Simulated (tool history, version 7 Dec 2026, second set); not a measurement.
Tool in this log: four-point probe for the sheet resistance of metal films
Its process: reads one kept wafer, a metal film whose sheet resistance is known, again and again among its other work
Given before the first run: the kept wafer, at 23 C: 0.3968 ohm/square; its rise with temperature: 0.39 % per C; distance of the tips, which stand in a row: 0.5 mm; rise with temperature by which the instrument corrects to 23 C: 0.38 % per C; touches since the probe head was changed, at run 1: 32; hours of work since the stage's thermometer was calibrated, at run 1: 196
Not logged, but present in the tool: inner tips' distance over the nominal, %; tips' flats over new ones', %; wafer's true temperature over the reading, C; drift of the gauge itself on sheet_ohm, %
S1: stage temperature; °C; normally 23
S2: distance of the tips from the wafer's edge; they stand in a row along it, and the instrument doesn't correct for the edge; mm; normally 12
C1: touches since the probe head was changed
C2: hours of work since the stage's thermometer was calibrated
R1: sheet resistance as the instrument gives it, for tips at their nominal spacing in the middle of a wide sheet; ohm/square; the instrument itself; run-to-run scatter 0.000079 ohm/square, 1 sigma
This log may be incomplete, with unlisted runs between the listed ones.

run	hour	S1	S2	C1	C2	R1
1	0	23	12	32	196	0.395021
2	15	23	12	417	204	0.395077
3	26.9	23	12	724	210	0.395102
4	37.1	23	12	988	216	0.395121
5	46	23	12	1217	220	0.394911
6	58.8	24	12	1548	227	0.395071
7	72.2	24	28	1893	234	0.394904
8	87	24	28	2275	242	0.394824
9	94.1	23	36	2458	245	0.394751
10	107.4	23	8	2801	252	0.395695
11	121.8	23	8	3171	260	0.395505
12	134.7	23	8	3504	266	0.395483
13	152.2	23	8	3954	275	0.395612
14	162.1	23	8	4210	280	0.395572
15	169.3	23	8	4394	284	0.395503
16	181.9	23	8	4719	291	0.395553
# hour 183.6: stage's thermometer calibrated
17	191.9	23	12	4964	4	0.395027
18	202	31	4	5226	10	0.398097
19	211	30	11	5456	14	0.395156
20	220	30	11	5690	19	0.395102
21	229.3	30	11	5928	24	0.395154
22	244.5	30	11	6321	32	0.395248
23	261.3	19	74	6753	40	0.394811
24	277	19	74	7158	48	0.394543
# hour 283.8: stage's thermometer calibrated, once more
25	287.6	19	74	7420	2	0.394413
26	302.6	23	7	7806	10	0.395686
27	310.2	19	19	8001	14	0.394629

Predict each of these 3 candidate next runs independently; none follows another, all start after run 27:
A	322.3	34	5	8312	20	?
B	322.3	20	4	8312	20	?
C	322.3	23	34	8312	20	?

run	R1
A	0.396799
B	0.39781
C	0.394559
With the hidden condition removed and each run's random variation left untouched, the same runs would have given:
run	R1
A	0.39906
B	0.400074
C	0.396807
